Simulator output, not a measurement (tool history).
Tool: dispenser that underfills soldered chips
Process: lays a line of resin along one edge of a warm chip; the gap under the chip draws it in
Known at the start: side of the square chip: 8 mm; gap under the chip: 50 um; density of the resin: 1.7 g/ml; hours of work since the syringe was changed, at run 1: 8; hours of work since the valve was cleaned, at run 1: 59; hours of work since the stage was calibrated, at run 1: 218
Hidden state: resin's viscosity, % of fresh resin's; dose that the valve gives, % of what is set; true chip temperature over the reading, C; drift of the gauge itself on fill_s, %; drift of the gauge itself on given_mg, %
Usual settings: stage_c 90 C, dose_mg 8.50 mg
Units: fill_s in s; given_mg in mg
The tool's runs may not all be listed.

run,day,stage_c,dose_mg,hours of work since the syringe was changed,hours of work since the valve was cleaned,hours of work since the stage was calibrated,fill_s,given_mg
1,0.000,90,8.50,8,59,218,30.2,8.11
# day 0.188: new syringe of resin
2,0.450,90,8.50,4,67,225,26.0,8.09
3,0.721,90,8.50,9,71,229,30.9,8.03
# day 0.842: new syringe of resin
4,0.967,101,8.50,2,75,233,17.0,8.04
5,1.296,101,8.51,7,80,238,20.3,7.93
# day 1.512: new syringe of resin
6,1.825,101,10.63,5,88,247,18.5,9.90
# day 2.192: new syringe of resin
7,2.250,101,10.63,1,95,253,14.8,9.79
8,2.638,101,10.63,7,101,260,20.2,9.84
# day 2.871: new syringe of resin
9,3.142,82,9.64,4,109,268,33.5,8.95
10,3.450,90,9.19,9,114,273,32.5,8.32
# day 3.542: new syringe of resin
11,3.854,77,8.09,5,121,279,44.4,7.45
# day 4.208: new syringe of resin
12,4.292,77,8.09,1,127,286,37.5,7.27

5 ways to go on from here, each from the tool as it stands after run 12. What would each give?
A,4.529,83,9.29,5,131,290,?,?
B,4.529,103,8.50,5,131,290,?,?
C,4.529,92,10.84,5,131,290,?,?
D,4.529,81,8.09,5,131,290,?,?
E,4.529,83,8.09,5,131,290,?,?

run,fill_s,given_mg
A,34.9,8.33
B,18.3,7.57
C,25.3,9.80
D,38.6,7.34
E,35.5,7.26
Without the tool's hidden state the same runs would have given:
run,fill_s,given_mg
A,26.0,9.28
B,13.6,8.44
C,19.1,10.91
D,28.4,8.16
E,26.2,8.08
